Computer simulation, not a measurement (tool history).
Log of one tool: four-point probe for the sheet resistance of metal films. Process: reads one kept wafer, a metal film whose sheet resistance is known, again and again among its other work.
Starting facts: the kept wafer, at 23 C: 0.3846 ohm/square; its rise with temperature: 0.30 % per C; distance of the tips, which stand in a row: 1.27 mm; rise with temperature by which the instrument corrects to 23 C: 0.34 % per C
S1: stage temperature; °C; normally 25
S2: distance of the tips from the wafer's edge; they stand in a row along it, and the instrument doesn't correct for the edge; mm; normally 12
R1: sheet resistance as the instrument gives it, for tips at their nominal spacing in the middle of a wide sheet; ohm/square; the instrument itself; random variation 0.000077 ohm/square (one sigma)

Run 1, day 0: usual settings. Result: R1 0.38648 ohm/square.
Run 2, day 1.904: usual settings. Result: R1 0.386581 ohm/square.
Run 3, day 3.192: usual settings. Result: R1 0.386682 ohm/square.
Run 4, day 4.296: usual settings. Result: R1 0.386681 ohm/square.
Run 5, day 6.154: usual settings. Result: R1 0.386764 ohm/square.
Run 6, day 7.15: usual settings but S2 38 mm. Result: R1 0.384689 ohm/square.
Run 7, day 8.846: usual settings but S2 38 mm. Result: R1 0.384598 ohm/square.
Run 8, day 10.558: usual settings but S2 38 mm. Result: R1 0.38484 ohm/square.
Run 9, day 11.596: usual settings but S2 38 mm. Result: R1 0.38478 ohm/square.
Run 10, day 13.312: usual settings but S2 11 mm. Result: R1 0.387308 ohm/square.
Run 11, day 14.471: usual settings but S2 11 mm. Result: R1 0.387325 ohm/square.
Run 12, day 15.879: usual settings but S2 11 mm. Result: R1 0.387464 ohm/square.
Run 13, day 17.408: usual settings but S1 27 °C. Result: R1 0.386835 ohm/square.
At day 17.529: stage's thermometer calibrated.
Run 14, day 18.933: usual settings. Result: R1 0.387177 ohm/square.
Run 15, day 20.075: usual settings but S1 22 °C. Result: R1 0.387527 ohm/square.
Run 16, day 21.771: usual settings but S1 22 °C. Result: R1 0.387645 ohm/square.
Run 17, day 23.367: usual settings but S1 22 °C. Result: R1 0.387641 ohm/square.
At day 23.642: stage's thermometer calibrated, once more.
Run 18, day 24.567: usual settings. Result: R1 0.387361 ohm/square.
Run 19, day 26.008: usual settings. Result: R1 0.387273 ohm/square.
Run 20, day 27.05: usual settings but S1 26 °C. Result: R1 0.387353 ohm/square.
Run 21, day 28.971: usual settings. Result: R1 0.387465 ohm/square.
Run 22, day 30.796: usual settings. Result: R1 0.38763 ohm/square.
Run 23, day 31.908: usual settings. Result: R1 0.387589 ohm/square.
Run 24, day 33.721: usual settings but S2 61 mm. Result: R1 0.385364 ohm/square.
Run 25, day 34.85: usual settings but S1 31 °C, S2 17 mm. Result: R1 0.385605 ohm/square.
Run 26, day 36.804: usual settings but S1 24 °C, S2 13 mm. Result: R1 0.387582 ohm/square.
Run 27, day 37.962: usual settings but S1 19 °C, S2 3 mm. Result: R1 0.419943 ohm/square.
Run 28, day 38.933: usual settings but S1 22 °C, S2 5 mm. Result: R1 0.398873 ohm/square.
Run 29, day 39.871: usual settings but S1 22 °C, S2 5 mm. Result: R1 0.398877 ohm/square.
Run 30, day 40.733: usual settings but S1 30 °C, S2 52 mm. Result: R1 0.384751 ohm/square.
Run 31, day 42.658: usual settings but S1 33 °C, S2 10 mm. Result: R1 0.387624 ohm/square.
Run 32, day 44.238: usual settings but S1 33 °C, S2 10 mm. Result: R1 0.38763 ohm/square.
Run 33, day 45.267: usual settings but S1 33 °C, S2 10 mm. Result: R1 0.387831 ohm/square.
Run 34, day 46.479: usual settings but S1 33 °C, S2 10 mm. Result: R1 0.387744 ohm/square.
Run 35, day 48.375: usual settings but S1 30 °C, S2 23 mm. Result: R1 0.385643 ohm/square.
Run 36, day 49.321: usual settings but S1 30 °C, S2 23 mm. Result: R1 0.385717 ohm/square.
Run 37, day 50.638: usual settings but S1 30 °C, S2 23 mm. Result: R1 0.385563 ohm/square.
Run 38, day 52.642: usual settings but S1 32 °C, S2 4 mm. Result: R1 0.404648 ohm/square.
Run 39, day 54.675: usual settings but S2 8 mm. Result: R1 0.391142 ohm/square.
Run 40, day 55.521: usual settings but S1 21 °C, S2 10 mm. Result: R1 0.389905 ohm/square.
Run 41, day 57.525: usual settings but S1 23 °C, S2 22 mm. Result: R1 0.386897 ohm/square.
Run 42, day 58.808: usual settings but S1 23 °C, S2 22 mm. Result: R1 0.387039 ohm/square.
Run 43, day 60.85: usual settings but S1 22 °C, S2 8 mm. Result: R1 0.391793 ohm/square.
Run 44, day 62.338: usual settings but S1 22 °C. Result: R1 0.388946 ohm/square.
Run 45, day 63.379: usual settings but S1 22 °C. Result: R1 0.38896 ohm/square.

3 options for the next run, each taken on its own from the tool as it stands now. Forecast them:
Run A, day 64.925: usual settings but S1 29 °C, S2 60 mm. Result: R1 ?.
Run B, day 64.925: usual settings but S1 22 °C, S2 4 mm. Result: R1 ?.
Run C, day 64.925: usual settings but S2 18 mm. Result: R1 ?.

run        R1
  A  0.385808
  B  0.406632
  C  0.387266
With no hidden state in the tool, these same runs would have given:
run        R1
  A  0.383853
  B  0.404586
  C  0.385306

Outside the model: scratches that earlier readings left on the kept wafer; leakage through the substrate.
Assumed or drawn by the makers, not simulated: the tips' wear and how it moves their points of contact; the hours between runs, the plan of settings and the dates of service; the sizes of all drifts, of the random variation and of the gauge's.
